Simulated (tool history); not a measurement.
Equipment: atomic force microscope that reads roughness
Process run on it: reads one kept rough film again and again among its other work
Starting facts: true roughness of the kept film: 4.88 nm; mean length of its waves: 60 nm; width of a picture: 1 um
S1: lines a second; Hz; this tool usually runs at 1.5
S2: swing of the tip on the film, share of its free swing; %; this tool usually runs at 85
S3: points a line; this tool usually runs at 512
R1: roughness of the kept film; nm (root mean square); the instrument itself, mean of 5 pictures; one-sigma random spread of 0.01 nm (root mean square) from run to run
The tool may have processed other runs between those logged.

{"run": 1, "hour": 0.0, "S1": 1.5, "S2": 85, "S3": 512, "R1": 4.491}
{"run": 2, "hour": 47.9, "S1": 1.5, "S2": 59, "S3": 512, "R1": 4.588}
{"run": 3, "hour": 76.0, "S1": 1.5, "S2": 59, "S3": 512, "R1": 4.659}
{"run": 4, "hour": 97.9, "S1": 1.5, "S2": 59, "S3": 512, "R1": 4.634}
{"run": 5, "hour": 130.8, "S1": 1.5, "S2": 59, "S3": 512, "R1": 4.567}
{"run": 6, "hour": 157.8, "S1": 1.5, "S2": 78, "S3": 512, "R1": 4.53}
{"run": 7, "hour": 203.1, "S1": 1.5, "S2": 78, "S3": 512, "R1": 4.436}
{"run": 8, "hour": 230.2, "S1": 1.5, "S2": 69, "S3": 512, "R1": 4.596}
{"run": 9, "hour": 272.3, "S1": 1.5, "S2": 69, "S3": 512, "R1": 4.498}
{"run": 10, "hour": 300.1, "S1": 1.5, "S2": 85, "S3": 936, "R1": 4.481}
{"run": 11, "hour": 340.9, "S1": 1.5, "S2": 85, "S3": 936, "R1": 4.412}
{"run": 12, "hour": 388.3, "S1": 1.5, "S2": 85, "S3": 936, "R1": 4.456}
{"run": 13, "hour": 422.2, "S1": 1.5, "S2": 85, "S3": 317, "R1": 4.386}
{"run": 14, "hour": 463.0, "S1": 1.5, "S2": 85, "S3": 317, "R1": 4.441}
{"run": 15, "hour": 502.1, "S1": 1.5, "S2": 85, "S3": 317, "R1": 4.372}
{"run": 16, "hour": 536.4, "S1": 1.5, "S2": 69, "S3": 317, "R1": 4.566}
{"run": 17, "hour": 563.6, "S1": 1.5, "S2": 89, "S3": 512, "R1": 4.352}
{"run": 18, "hour": 591.4, "S1": 1.5, "S2": 89, "S3": 512, "R1": 4.431}
{"run": 19, "hour": 637.6, "S1": 1.5, "S2": 85, "S3": 512, "R1": 4.403}
{"run": 20, "hour": 675.8, "S1": 1.5, "S2": 85, "S3": 286, "R1": 4.454}
{"run": 21, "hour": 699.1, "S1": 1.5, "S2": 85, "S3": 286, "R1": 4.407}
{"run": 22, "hour": 744.6, "S1": 0.96, "S2": 85, "S3": 451, "R1": 4.547}
{"run": 23, "hour": 786.1, "S1": 0.59, "S2": 85, "S3": 451, "R1": 4.516}
{"run": 24, "hour": 822.2, "S1": 0.84, "S2": 76, "S3": 451, "R1": 4.595}
{"run": 25, "hour": 858.0, "S1": 0.84, "S2": 76, "S3": 451, "R1": 4.498}
{"run": 26, "hour": 886.1, "S1": 0.84, "S2": 76, "S3": 451, "R1": 4.614}
{"run": 27, "hour": 916.1, "S1": 0.84, "S2": 76, "S3": 451, "R1": 4.547}
{"run": 28, "hour": 941.0, "S1": 0.84, "S2": 76, "S3": 451, "R1": 4.496}
{"run": 29, "hour": 976.0, "S1": 0.84, "S2": 76, "S3": 451, "R1": 4.574}
{"run": 30, "hour": 1007.8, "S1": 0.84, "S2": 76, "S3": 451, "R1": 4.515}
{"run": 31, "hour": 1045.3, "S1": 0.51, "S2": 81, "S3": 756, "R1": 4.616}
{"run": 32, "hour": 1077.2, "S1": 2.09, "S2": 85, "S3": 518, "R1": 4.287}
{"run": 33, "hour": 1114.7, "S1": 1.5, "S2": 68, "S3": 474, "R1": 4.594}
{"run": 34, "hour": 1138.4, "S1": 1.5, "S2": 58, "S3": 286, "R1": 4.573}
{"run": 35, "hour": 1159.8, "S1": 0.64, "S2": 77, "S3": 293, "R1": 4.527}
{"run": 36, "hour": 1190.9, "S1": 1.7, "S2": 77, "S3": 283, "R1": 4.481}
{"run": 37, "hour": 1229.0, "S1": 1.7, "S2": 77, "S3": 283, "R1": 4.408}
{"run": 38, "hour": 1268.3, "S1": 0.6, "S2": 79, "S3": 393, "R1": 4.586}
{"run": 39, "hour": 1297.9, "S1": 0.83, "S2": 68, "S3": 787, "R1": 4.545}
{"run": 40, "hour": 1324.3, "S1": 0.83, "S2": 68, "S3": 787, "R1": 4.656}
{"run": 41, "hour": 1353.9, "S1": 0.83, "S2": 68, "S3": 787, "R1": 4.587}
{"run": 42, "hour": 1378.6, "S1": 0.51, "S2": 85, "S3": 838, "R1": 4.525}

The log once held 18 entries between its listed runs, left out of this copy. Where does each go, and what is different about the tool's unlogged condition between the listed run before it and the listed run after it?
Run 2 -> run 3: new tip fitted (hour 72.2)
  radius of the tip, nm: 9.2 -> 5.4; height scale over the true one, %: -0.15 -> -0.16
  what was measured, less what the result would be without the hidden state, R1: -0.107 -> -0.018 nm (root mean square)
Run 5 -> run 6: new tip fitted (hour 146.9)
  radius of the tip, nm: 9.7 -> 6.4; height scale over the true one, %: -0.19 -> -0.2
  what was measured, less what the result would be without the hidden state, R1: -0.121 -> -0.042 nm (root mean square)
Run 7 -> run 8: new tip fitted (hour 220.2)
  radius of the tip, nm: 10 -> 6.1; height scale over the true one, %: -0.22 -> -0.23
  what was measured, less what the result would be without the hidden state, R1: -0.125 -> -0.037 nm (root mean square)
Run 9 -> run 10: new tip fitted (hour 293.9)
  radius of the tip, nm: 9.4 -> 5.6; height scale over the true one, %: -0.25 -> -0.26
  what was measured, less what the result would be without the hidden state, R1: -0.114 -> -0.026 nm (root mean square)
Run 11 -> run 12: new tip fitted (hour 367.5)
  radius of the tip, nm: 8.8 -> 6.8; height scale over the true one, %: -0.28 -> -0.3
  what was measured, less what the result would be without the hidden state, R1: -0.099 -> -0.056 nm (root mean square)
Run 13 -> run 14: new tip fitted (hour 441.2)
  radius of the tip, nm: 9.6 -> 6.8; height scale over the true one, %: -0.32 -> -0.34
  what was measured, less what the result would be without the hidden state, R1: -0.119 -> -0.056 nm (root mean square)
Run 15 -> run 16: new tip fitted (hour 515.8)
  radius of the tip, nm: 9.9 -> 6.8; height scale over the true one, %: -0.35 -> -0.37
  what was measured, less what the result would be without the hidden state, R1: -0.127 -> -0.062 nm (root mean square)
Run 17 -> run 18: new tip fitted (hour 587.2)
  radius of the tip, nm: 9.2 -> 5.5; height scale over the true one, %: -0.38 -> -0.39
  what was measured, less what the result would be without the hidden state, R1: -0.113 -> -0.028 nm (root mean square)
Run 19 -> run 20: new tip fitted (hour 660.1)
  radius of the tip, nm: 9.3 -> 6.4; height scale over the true one, %: -0.41 -> -0.43
  what was measured, less what the result would be without the hidden state, R1: -0.117 -> -0.051 nm (root mean square)
Run 21 -> run 22: new tip fitted (hour 734.4)
  radius of the tip, nm: 8.1 -> 6.2; height scale over the true one, %: -0.44 -> -0.46
  what was measured, less what the result would be without the hidden state, R1: -0.091 -> -0.051 nm (root mean square)
Run 23 -> run 24: new tip fitted (hour 808.1)
  radius of the tip, nm: 9.6 -> 6.5; height scale over the true one, %: -0.48 -> -0.5
  what was measured, less what the result would be without the hidden state, R1: -0.131 -> -0.059 nm (root mean square)
Run 25 -> run 26: new tip fitted (hour 880.5)
  radius of the tip, nm: 9.7 -> 5.8; height scale over the true one, %: -0.51 -> -0.52
  what was measured, less what the result would be without the hidden state, R1: -0.134 -> -0.044 nm (root mean square)
Run 28 -> run 29: new tip fitted (hour 953.2)
  radius of the tip, nm: 10 -> 7.4; height scale over the true one, %: -0.55 -> -0.56
  what was measured, less what the result would be without the hidden state, R1: -0.143 -> -0.083 nm (root mean square)
Run 30 -> run 31: new tip fitted (hour 1027.7)
  radius of the tip, nm: 9.7 -> 6.4; height scale over the true one, %: -0.58 -> -0.6
  what was measured, less what the result would be without the hidden state, R1: -0.138 -> -0.062 nm (root mean square)
Run 32 -> run 33: new tip fitted (hour 1102.4)
  radius of the tip, nm: 9 -> 6.1; height scale over the true one, %: -0.61 -> -0.63
  what was measured, less what the result would be without the hidden state, R1: -0.117 -> -0.055 nm (root mean square)
Run 35 -> run 36: new tip fitted (hour 1175.8)
  radius of the tip, nm: 9.9 -> 6.7; height scale over the true one, %: -0.65 -> -0.66
  what was measured, less what the result would be without the hidden state, R1: -0.147 -> -0.07 nm (root mean square)
Run 37 -> run 38: new tip fitted (hour 1250.9)
  radius of the tip, nm: 9.7 -> 7.2; height scale over the true one, %: -0.68 -> -0.7
  what was measured, less what the result would be without the hidden state, R1: -0.139 -> -0.086 nm (root mean square)
Run 39 -> run 40: new tip fitted (hour 1323.4)
  radius of the tip, nm: 9.5 -> 5.2; height scale over the true one, %: -0.71 -> -0.72
  what was measured, less what the result would be without the hidden state, R1: -0.14 -> -0.039 nm (root mean square)

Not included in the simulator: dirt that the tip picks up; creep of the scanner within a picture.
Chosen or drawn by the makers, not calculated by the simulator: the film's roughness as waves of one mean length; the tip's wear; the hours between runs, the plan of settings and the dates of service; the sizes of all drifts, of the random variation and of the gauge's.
